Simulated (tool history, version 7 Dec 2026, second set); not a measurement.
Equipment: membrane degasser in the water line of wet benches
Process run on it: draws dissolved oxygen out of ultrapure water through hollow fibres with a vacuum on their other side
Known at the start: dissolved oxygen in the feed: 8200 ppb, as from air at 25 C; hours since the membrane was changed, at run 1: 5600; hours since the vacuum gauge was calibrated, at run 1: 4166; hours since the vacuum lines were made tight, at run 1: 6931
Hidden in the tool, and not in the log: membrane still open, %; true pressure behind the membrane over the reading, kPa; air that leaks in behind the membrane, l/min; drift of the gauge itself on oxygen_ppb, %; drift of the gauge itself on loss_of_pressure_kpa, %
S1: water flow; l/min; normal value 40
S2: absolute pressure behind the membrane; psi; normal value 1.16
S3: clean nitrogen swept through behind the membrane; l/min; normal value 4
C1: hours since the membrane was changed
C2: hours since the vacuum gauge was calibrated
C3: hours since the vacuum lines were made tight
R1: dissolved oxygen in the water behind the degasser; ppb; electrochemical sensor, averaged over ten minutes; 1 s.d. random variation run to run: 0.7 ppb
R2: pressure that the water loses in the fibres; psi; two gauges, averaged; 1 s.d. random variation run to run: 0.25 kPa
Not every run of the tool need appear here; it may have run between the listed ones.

run    hour  S1     S2  S3    C1    C2    C3     R1      R2
  1       0  40   1.16   4  5600  4166  6931  120.8   9.863
  2   106.6  40  0.828   4  5707  4273  7038   65.8   9.909
  3   240.1  40  0.828   4  5840  4406  7172   67.2    9.88
  4   455.1  40  0.828   4  6055  4621  7387   67.7   9.863
  5   557.1  40  2.541   4  6157  4723  7489  333.1   9.903
  6   665.5  40   1.16   4  6266  4832  7597  121.4   9.908
  7   829.8  40   1.16   4  6430  4996  7761  120.9   9.852
  8  1009.1  40   1.16   4  6609  5175  7941  122.3    9.98
  9  1208.5  40   1.16   4  6809  5375  8140  122.4   9.864
 10  1427.9  40   1.16   4  7028  5594  8359  122.2   9.947
       1633  -- seals of the vacuum lines changed
 11    1672  40   1.16   4  7270  5836    39  119.8   9.981
 12  1815.1  40   1.16   4  7413  5979   182  120.9   9.874
 13  2059.2  40   1.16   4  7657  6223   426  121.1   9.973
 14    2191  30  2.361   4  7789  6355   558  233.5   7.456
 15  2416.8  51  2.361   4  8015  6581   784  386.6  12.733

For run 16, what comes out?
     2499.6  -- vacuum gauge calibrated
 16  2657  52  1.16  3.04  8255  157  1023   ?   ?

R1: 191.8 ppb
R2: 13.077 psi
Take away the tool's hidden state, keep the run-to-run variation as it was, and the same run would have given R1 187.9 ppb, R2 12.366 psi.
